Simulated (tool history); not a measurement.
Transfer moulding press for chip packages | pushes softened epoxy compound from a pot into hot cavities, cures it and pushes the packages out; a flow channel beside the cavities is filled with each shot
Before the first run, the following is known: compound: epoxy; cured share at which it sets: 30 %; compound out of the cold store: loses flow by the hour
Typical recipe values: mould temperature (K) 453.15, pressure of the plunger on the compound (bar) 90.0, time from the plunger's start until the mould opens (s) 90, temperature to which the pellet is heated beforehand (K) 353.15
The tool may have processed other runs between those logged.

run,day,mould temperature (K),pressure of the plunger on the compound (bar),time from the plunger's start until the mould opens (s),temperature to which the pellet is heated beforehand (K),incoming compound's hours out of the cold store,length that the compound runs in the flow channel (mm),greatest force on the pins that push the packages out (N)
1,0.000,453.15,90.0,90,353.15,42.0,567,686
# day 1.675: plunger's sealing rings changed
2,1.717,453.15,90.0,90,353.15,36.9,625,840
# day 3.212: cavities cleaned with cleaning compound and waxed
3,3.608,453.15,90.0,94,353.15,10.8,727,488
4,5.175,453.15,90.0,105,353.15,29.0,649,646
5,6.908,453.15,90.0,90,353.15,31.3,642,836
# day 7.808: cavities cleaned with cleaning compound and waxed
6,8.388,453.15,90.0,90,353.15,22.5,674,544
7,10.492,453.15,90.0,90,353.15,31.7,634,781
8,11.775,453.15,90.0,90,353.15,11.6,713,892
# day 12.479: cavities cleaned with cleaning compound and waxed
9,13.062,453.15,90.0,115,353.15,17.4,687,488
10,14.279,453.15,90.0,90,359.15,40.7,593,699
11,15.971,453.15,90.0,90,359.15,45.6,577,809
# day 17.150: cavities cleaned with cleaning compound and waxed
12,17.158,453.15,90.0,90,359.15,36.7,602,444
13,19.146,453.15,90.0,90,353.15,36.1,608,702
14,20.446,453.15,90.0,90,353.15,31.2,621,820
# day 21.788: cavities cleaned with cleaning compound and waxed
15,22.696,451.15,108.3,125,356.15,38.3,666,523
16,25.258,460.15,80.7,84,353.15,8.0,653,775
# day 26.521: cavities cleaned with cleaning compound and waxed
17,26.917,453.15,90.0,129,345.15,41.2,582,455
18,28.750,457.15,90.0,82,353.15,16.9,659,708
# day 29.617: mould's thermocouples calibrated
# day 30.188: plunger's sealing rings changed
# day 31.342: cavities cleaned with cleaning compound and waxed
19,31.567,457.15,90.0,82,353.15,8.8,725,460
20,33.671,453.15,91.7,99,353.15,27.4,669,683
21,34.879,453.15,91.7,99,353.15,8.7,741,806
# day 36.142: cavities cleaned with cleaning compound and waxed
22,36.246,453.15,90.0,90,356.15,24.7,666,448
23,37.700,447.15,90.0,100,355.15,37.1,626,741
24,39.921,447.15,90.0,100,355.15,15.5,706,933
# day 40.888: cavities cleaned with cleaning compound and waxed
25,41.967,457.15,89.8,100,355.15,25.4,645,543
26,44.550,453.15,94.1,90,355.15,36.5,624,834
# day 45.538: cavities cleaned with cleaning compound and waxed
27,45.996,457.15,90.0,87,353.15,22.1,649,494
28,47.833,457.15,90.0,87,353.15,8.7,705,706

Alternative continuations, all from the tool just after run 28; predict every row:
A,49.992,453.15,90.0,90,349.15,30.5,?,?
B,49.992,457.15,92.2,90,361.15,13.3,?,?
C,49.992,455.15,90.0,87,349.15,27.8,?,?
D,49.992,457.15,80.4,87,353.15,25.8,?,?

run,length that the compound runs in the flow channel (mm),greatest force on the pins that push the packages out (N)
A,623,850
B,686,831
C,626,866
D,594,857
Stripped of hidden state, with their random variation kept, the same runs would have yielded:
run,length that the compound runs in the flow channel (mm),greatest force on the pins that push the packages out (N)
A,650,422
B,715,411
C,653,428
D,620,422

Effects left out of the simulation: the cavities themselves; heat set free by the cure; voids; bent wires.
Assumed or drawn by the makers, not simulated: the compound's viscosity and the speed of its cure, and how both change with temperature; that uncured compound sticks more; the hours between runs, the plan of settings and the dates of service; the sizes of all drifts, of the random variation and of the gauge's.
